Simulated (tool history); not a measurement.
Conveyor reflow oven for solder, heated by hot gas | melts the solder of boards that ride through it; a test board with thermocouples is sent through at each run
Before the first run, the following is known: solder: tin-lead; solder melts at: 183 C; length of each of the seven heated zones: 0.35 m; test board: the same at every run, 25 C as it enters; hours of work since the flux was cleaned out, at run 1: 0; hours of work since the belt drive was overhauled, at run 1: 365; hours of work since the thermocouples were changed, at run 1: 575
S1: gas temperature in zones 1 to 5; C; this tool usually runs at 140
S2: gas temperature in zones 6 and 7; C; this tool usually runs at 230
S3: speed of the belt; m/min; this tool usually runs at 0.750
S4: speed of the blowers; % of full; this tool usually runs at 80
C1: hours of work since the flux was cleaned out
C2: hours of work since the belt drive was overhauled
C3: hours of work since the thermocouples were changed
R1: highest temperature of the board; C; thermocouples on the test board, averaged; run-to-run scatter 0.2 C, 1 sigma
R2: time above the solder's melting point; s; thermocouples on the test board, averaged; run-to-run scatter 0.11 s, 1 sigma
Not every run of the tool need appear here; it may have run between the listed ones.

{"run": 1, "day": 0.0, "S1": 140, "S2": 230, "S3": 0.75, "S4": 80, "C1": 0, "C2": 365, "C3": 575, "R1": 217.3, "R2": 43.4}
{"run": 2, "day": 1.046, "S1": 140, "S2": 230, "S3": 0.75, "S4": 80, "C1": 20, "C2": 385, "C3": 595, "R1": 217.0, "R2": 43.3}
{"run": 3, "day": 2.396, "S1": 140, "S2": 230, "S3": 0.75, "S4": 80, "C1": 45, "C2": 410, "C3": 620, "R1": 216.9, "R2": 43.3}
{"run": 4, "day": 3.338, "S1": 140, "S2": 230, "S3": 0.75, "S4": 80, "C1": 63, "C2": 428, "C3": 638, "R1": 216.7, "R2": 43.1}
{"run": 5, "day": 4.058, "S1": 140, "S2": 230, "S3": 0.75, "S4": 80, "C1": 77, "C2": 442, "C3": 652, "R1": 216.4, "R2": 43.1}
{"run": 6, "day": 4.738, "S1": 140, "S2": 233, "S3": 0.75, "S4": 80, "C1": 89, "C2": 455, "C3": 664, "R1": 219.1, "R2": 44.3}
{"run": 7, "day": 5.817, "S1": 140, "S2": 233, "S3": 0.75, "S4": 80, "C1": 110, "C2": 475, "C3": 685, "R1": 218.9, "R2": 44.6}
{"run": 8, "day": 7.129, "S1": 140, "S2": 230, "S3": 0.836, "S4": 80, "C1": 135, "C2": 500, "C3": 710, "R1": 213.6, "R2": 36.6}
{"day": 7.454, "done": "thermocouples of zones 6 and 7 changed"}
{"run": 9, "day": 8.558, "S1": 140, "S2": 230, "S3": 0.836, "S4": 80, "C1": 160, "C2": 525, "C3": 21, "R1": 215.4, "R2": 37.4}
{"run": 10, "day": 9.242, "S1": 146, "S2": 230, "S3": 0.75, "S4": 80, "C1": 173, "C2": 538, "C3": 34, "R1": 219.1, "R2": 46.0}
{"run": 11, "day": 10.221, "S1": 140, "S2": 230, "S3": 0.75, "S4": 80, "C1": 191, "C2": 556, "C3": 52, "R1": 218.1, "R2": 44.0}
{"run": 12, "day": 11.075, "S1": 140, "S2": 230, "S3": 0.75, "S4": 80, "C1": 207, "C2": 573, "C3": 68, "R1": 217.9, "R2": 43.7}
{"run": 13, "day": 11.871, "S1": 140, "S2": 230, "S3": 0.75, "S4": 80, "C1": 222, "C2": 588, "C3": 83, "R1": 218.2, "R2": 43.8}
{"run": 14, "day": 12.846, "S1": 140, "S2": 230, "S3": 0.791, "S4": 80, "C1": 241, "C2": 606, "C3": 102, "R1": 216.4, "R2": 40.6}
{"run": 15, "day": 13.692, "S1": 140, "S2": 230, "S3": 0.791, "S4": 62, "C1": 257, "C2": 622, "C3": 118, "R1": 212.3, "R2": 37.4}
{"run": 16, "day": 15.033, "S1": 140, "S2": 230, "S3": 0.791, "S4": 62, "C1": 282, "C2": 647, "C3": 143, "R1": 212.1, "R2": 37.0}
{"run": 17, "day": 16.383, "S1": 140, "S2": 222, "S3": 0.75, "S4": 54, "C1": 308, "C2": 673, "C3": 169, "R1": 204.2, "R2": 33.4}
{"day": 16.679, "done": "flux residue cleaned out of gas plates and filters"}
{"run": 18, "day": 17.55, "S1": 140, "S2": 233, "S3": 0.75, "S4": 80, "C1": 16, "C2": 691, "C3": 187, "R1": 219.7, "R2": 44.5}
{"run": 19, "day": 18.617, "S1": 140, "S2": 233, "S3": 0.75, "S4": 72, "C1": 37, "C2": 711, "C3": 207, "R1": 217.6, "R2": 43.2}
{"run": 20, "day": 19.267, "S1": 144, "S2": 236, "S3": 0.836, "S4": 51, "C1": 49, "C2": 723, "C3": 219, "R1": 210.9, "R2": 34.9}
{"run": 21, "day": 20.342, "S1": 154, "S2": 230, "S3": 0.75, "S4": 72, "C1": 69, "C2": 744, "C3": 239, "R1": 217.2, "R2": 47.3}
{"day": 20.725, "done": "flux residue cleaned out of gas plates and filters, once more"}
{"run": 22, "day": 21.192, "S1": 154, "S2": 240, "S3": 0.75, "S4": 50, "C1": 9, "C2": 756, "C3": 251, "R1": 221.6, "R2": 49.4}
{"run": 23, "day": 21.812, "S1": 154, "S2": 240, "S3": 0.75, "S4": 50, "C1": 21, "C2": 767, "C3": 263, "R1": 221.7, "R2": 49.0}
{"run": 24, "day": 22.742, "S1": 140, "S2": 230, "S3": 0.674, "S4": 80, "C1": 38, "C2": 785, "C3": 281, "R1": 220.8, "R2": 50.9}
{"run": 25, "day": 23.583, "S1": 140, "S2": 230, "S3": 0.674, "S4": 80, "C1": 54, "C2": 801, "C3": 297, "R1": 220.2, "R2": 50.9}
{"run": 26, "day": 24.846, "S1": 140, "S2": 230, "S3": 0.674, "S4": 80, "C1": 78, "C2": 825, "C3": 320, "R1": 220.1, "R2": 50.8}
{"run": 27, "day": 25.704, "S1": 140, "S2": 230, "S3": 0.674, "S4": 70, "C1": 94, "C2": 841, "C3": 337, "R1": 218.2, "R2": 49.6}
{"run": 28, "day": 26.604, "S1": 140, "S2": 230, "S3": 0.661, "S4": 70, "C1": 111, "C2": 858, "C3": 354, "R1": 218.7, "R2": 50.7}
{"run": 29, "day": 27.533, "S1": 140, "S2": 229, "S3": 0.799, "S4": 69, "C1": 128, "C2": 875, "C3": 371, "R1": 212.5, "R2": 37.8}
{"run": 30, "day": 28.758, "S1": 140, "S2": 229, "S3": 0.799, "S4": 69, "C1": 152, "C2": 898, "C3": 394, "R1": 212.9, "R2": 37.8}
{"run": 31, "day": 29.654, "S1": 140, "S2": 220, "S3": 0.622, "S4": 52, "C1": 169, "C2": 915, "C3": 411, "R1": 207.1, "R2": 44.8}

How would selected steps in R1 from run to run divide? Give the signed amount a tool lacking its hidden state would still show from settings, what came in and random variation, and the signed amount left for the hidden state, including any gauge scatter that is not in both of the compared results.
The tool's hidden condition here consists of: heat that the gas passes to the board, % of a clean oven's; belt's true speed, % of the reading; true gas temperature in zones 6 and 7 over the reading, C; drift of the gauge itself on peak_c, C; drift of the gauge itself on liquid_s, %.
Run 8 -> 9: thermocouples of zones 6 and 7 changed. R1 +1.8 C: hidden state +1.8, all else +0.0.
Run 16 -> 17: S2 230 -> 222, S3 0.791 -> 0.750, S4 62 -> 54. R1 -7.9 C: hidden state +0.0, all else -7.9.
Run 17 -> 18: S2 222 -> 233, S4 54 -> 80, flux residue cleaned out of gas plates and filters. R1 +15.5 C: hidden state -0.9, all else +16.4.
Run 19 -> 20: S1 140 -> 144, S2 233 -> 236, S3 0.750 -> 0.836, S4 72 -> 51. R1 -6.7 C: hidden state +0.1, all else -6.8.
Run 21 -> 22: S2 230 -> 240, S4 72 -> 50, flux residue cleaned out of gas plates and filters, once more. R1 +4.4 C: hidden state +1.4, all else +3.0.
